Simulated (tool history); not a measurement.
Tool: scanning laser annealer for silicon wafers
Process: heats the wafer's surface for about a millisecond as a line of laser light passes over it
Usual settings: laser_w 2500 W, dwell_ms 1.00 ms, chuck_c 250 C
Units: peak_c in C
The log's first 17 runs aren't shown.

run   hour  laser_w  dwell_ms  chuck_c  peak_c
 18  387.4     2500      1.00      250    1060
     397.8  -- optics aligned, line set to its width, once more
 19  422.8     2500      1.00      250    1079
 20  436.5     2500      1.00      250    1077
 21  469.0     2592      0.92      252    1076
 22  484.4     2592      0.92      252    1074
 23  507.6     2156      0.95      270     950
 24  537.3     2156      0.95      270     950
 25  554.7     2405      0.98      270    1050
 26  582.7     2405      0.98      270    1047
     609.4  -- window over the wafer cleaned
 27  613.1     2673      0.98      268    1170
 28  635.0     2500      1.10      217    1107
 29  667.0     2449      1.16      259    1153

Forecast run 30:
 30  693.5     2499      0.84      259       ?

Run 30 gave peak_c 1030 C.
Without the tool's hidden state the same run would have given peak_c 1030 C.
